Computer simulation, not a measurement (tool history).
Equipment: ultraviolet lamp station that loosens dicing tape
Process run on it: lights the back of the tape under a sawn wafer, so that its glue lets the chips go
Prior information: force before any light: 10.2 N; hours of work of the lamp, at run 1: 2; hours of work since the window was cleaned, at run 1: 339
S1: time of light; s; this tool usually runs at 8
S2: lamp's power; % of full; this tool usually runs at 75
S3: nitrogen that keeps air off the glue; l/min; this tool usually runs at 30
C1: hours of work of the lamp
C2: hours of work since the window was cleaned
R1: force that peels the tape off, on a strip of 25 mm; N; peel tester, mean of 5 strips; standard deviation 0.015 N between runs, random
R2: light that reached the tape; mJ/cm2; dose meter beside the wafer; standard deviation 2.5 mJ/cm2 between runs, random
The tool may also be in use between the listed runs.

run,day,S1,S2,S3,C1,C2,R1,R2
1,0.000,8,75,30,2,339,0.877,272
2,0.758,15,75,30,11,348,0.225,502
3,1.308,15,75,30,17,354,0.217,511
4,1.708,15,75,30,22,359,0.222,508
5,2.433,15,75,30,30,367,0.223,504
6,3.054,15,75,30,37,374,0.230,496
7,3.375,15,75,30,41,378,0.241,498
8,3.696,15,75,30,45,382,0.228,502
9,4.017,15,75,30,48,385,0.243,498
10,4.638,15,75,30,56,393,0.223,495
# day 4.712: window cleaned of glue's vapour
11,5.283,8,75,36,63,7,0.975,257
12,5.850,8,75,36,69,13,0.949,251
13,6.179,7,93,30,73,17,0.850,275
# day 6.812: window cleaned of glue's vapour, once more
14,6.938,7,78,30,82,1,0.973,264
15,7.354,7,78,30,86,6,0.997,262
16,7.946,11,81,44,93,13,0.271,425
17,8.704,5,90,14,102,22,1.997,213
18,9.125,9,83,24,107,27,0.552,357
19,9.471,4,75,13,111,31,3.547,140

The next listed run, before its measurement:
20,9.883,5,80,22,116,35,?,?

Run 20 measured R1 1.931 N, R2 187 mJ/cm2.
Without the tool's hidden state the same run would have given R1 1.759 N, R2 198 mJ/cm2.
